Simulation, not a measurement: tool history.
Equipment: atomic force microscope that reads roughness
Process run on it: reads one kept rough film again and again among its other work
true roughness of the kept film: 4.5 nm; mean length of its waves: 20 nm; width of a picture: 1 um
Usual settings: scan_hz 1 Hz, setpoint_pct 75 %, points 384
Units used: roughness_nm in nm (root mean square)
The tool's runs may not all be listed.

Run 1, hour 0: usual settings. Result: roughness_nm 2.446 nm (root mean square).
Run 2, hour 10.5: usual settings. Result: roughness_nm 2.396 nm (root mean square).
Run 3, hour 18.9: usual settings but points 643. Result: roughness_nm 2.369 nm (root mean square).
Run 4, hour 28.2: usual settings but points 897. Result: roughness_nm 2.357 nm (root mean square).
Run 5, hour 39.9: usual settings but points 897. Result: roughness_nm 2.33 nm (root mean square).
Run 6, hour 51.2: usual settings but setpoint_pct 62 %, points 897. Result: roughness_nm 2.352 nm (root mean square).
At hour 53: height scale calibrated on a step standard.
Run 7, hour 59.5: usual settings but setpoint_pct 78 %, points 325. Result: roughness_nm 2.191 nm (root mean square).
Run 8, hour 74.8: usual settings but points 584. Result: roughness_nm 2.194 nm (root mean square).
At hour 78.5: height scale calibrated on a step standard, once more.
Run 9, hour 89.1: usual settings but scan_hz 3.76 Hz, setpoint_pct 61 %, points 584. Result: roughness_nm 2.064 nm (root mean square).
At hour 98: new tip fitted.
Run 10, hour 99.4: usual settings but setpoint_pct 65 %, points 436. Result: roughness_nm 2.894 nm (root mean square).
Run 11, hour 113.3: usual settings but scan_hz 1.58 Hz, setpoint_pct 58 %, points 269. Result: roughness_nm 2.759 nm (root mean square).
Run 12, hour 120.2: usual settings but scan_hz 3.28 Hz, setpoint_pct 81 %, points 366. Result: roughness_nm 2.246 nm (root mean square).

Predict each of these 3 candidate next runs independently; none follows another, all start after run 12:
Run A, hour 128.7: usual settings but scan_hz 0.84 Hz, setpoint_pct 66 %, points 359. Result: roughness_nm ?.
Run B, hour 128.7: usual settings but scan_hz 1.26 Hz, setpoint_pct 81 %, points 395. Result: roughness_nm ?.
Run C, hour 128.7: usual settings but scan_hz 0.99 Hz, setpoint_pct 85 %, points 836. Result: roughness_nm ?.

run  roughness_nm
  A          2.74
  B         2.583
  C         2.603
With the hidden condition removed and each run's random variation left untouched, the same runs would have given:
run  roughness_nm
  A         2.966
  B         2.796
  C         2.818
